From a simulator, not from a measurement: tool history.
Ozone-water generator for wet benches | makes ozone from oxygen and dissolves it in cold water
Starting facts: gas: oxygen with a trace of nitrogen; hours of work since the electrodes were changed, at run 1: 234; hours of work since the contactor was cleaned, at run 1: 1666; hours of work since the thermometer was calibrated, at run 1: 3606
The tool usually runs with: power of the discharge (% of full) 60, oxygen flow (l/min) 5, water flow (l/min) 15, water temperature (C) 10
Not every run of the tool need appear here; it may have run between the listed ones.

run    hour  power of the discharge (% of full)  oxygen flow (l/min)  water flow (l/min)  water temperature (C)  hours of work since the electrodes were changed  hours of work since the contactor was cleaned  hours of work since the thermometer was calibrated  dissolved ozone (ppm)  ozone in the gas ahead of the water (g/m3)
  1       0                                  60                    5                  15                     10                                              234                                           1666                                                3606                   35.5                                       233.6
  2    60.6                                  60                    5                  15                     10                                              275                                           1707                                                3646                   35.2                                       232.9
  3   178.4                                  60                    5                  15                     10                                              353                                           1786                                                3725                   35.1                                       230.2
  4   262.9                                  60                    5                  15                     10                                              410                                           1842                                                3782                   34.5                                         234
  5   402.3                                  60                    5                  11                     10                                              503                                           1935                                                3875                   43.2                                       233.2
  6   517.9                                  60                    5                  15                     10                                              580                                           2013                                                3952                   35.2                                       231.4
      529.6  -- contactor cleaned
      568.1  -- water thermometer calibrated
  7   616.4                                  60                    5                  11                     10                                              643                                             58                                                  32                     43                                       230.4
  8   717.9                                  60                    5                  20                     10                                              711                                            126                                                 100                   27.9                                       233.3
  9   815.4                                  60                    5                  20                     10                                              776                                            191                                                 165                   27.7                                         232
 10   924.9                                  60                    5                  10                     10                                              850                                            264                                                 239                   44.7                                       230.8
      981.8  -- contactor cleaned, once more
 11  1026.6                                  66                    5                  16                     16                                              915                                             30                                                 304                   33.9                                       247.2
 12  1155.9                                  41                 2.65                  18                     10                                             1001                                            116                                                 390                   20.1                                       225.5
 13  1214.9                                  70                    5                  15                      9                                             1041                                            156                                                 430                   40.6                                       258.2
 14    1357                                  60                    5                  21                     10                                             1136                                            251                                                 525                   27.3                                       229.8
 15  1426.6                                  56                 2.83                  12                     16                                             1182                                            297                                                 571                   33.6                                       280.4
 16  1533.7                                  56                 7.11                  17                     16                                             1254                                            369                                                 643                   28.3                                       187.7
 17  1601.7                                  99                 6.52                  17                      6                                             1299                                            414                                                 688                   52.1                                       303.4
 18  1746.3                                  65                 5.23                   9                      8                                             1396                                            511                                                 785                   53.5                                       237.3
 19    1887                                  65                 5.23                   9                      8                                             1490                                            605                                                 879                   53.8                                       237.2
 20  1984.9                                  60                  8.7                  20                      9                                             1556                                            671                                                 945                   30.1                                       178.1

Alternative continuations, all from the tool just after run 20; predict every row:
  A  2050.2                                  60                    5                  15                      6                                             1599                                            714                                                 988                      ?                                           ?
  B  2050.2                                  60                    5                  14                     12                                             1599                                            714                                                 988                      ?                                           ?
  C  2050.2                                  93                  8.7                  20                      8                                             1599                                            714                                                 988                      ?                                           ?
  D  2050.2                                  60                 4.98                  20                     15                                             1599                                            714                                                 988                      ?                                           ?

run  dissolved ozone (ppm)  ozone in the gas ahead of the water (g/m3)
  A                   37.1                                       228.3
  B                   35.6                                       226.8
  C                   43.7                                       252.3
  D                   26.3                                       229.5
Without the tool's hidden state the same runs would have given:
run  dissolved ozone (ppm)  ozone in the gas ahead of the water (g/m3)
  A                   38.5                                         235
  B                   36.9                                       233.5
  C                   45.9                                       262.7
  D                   27.3                                       236.2
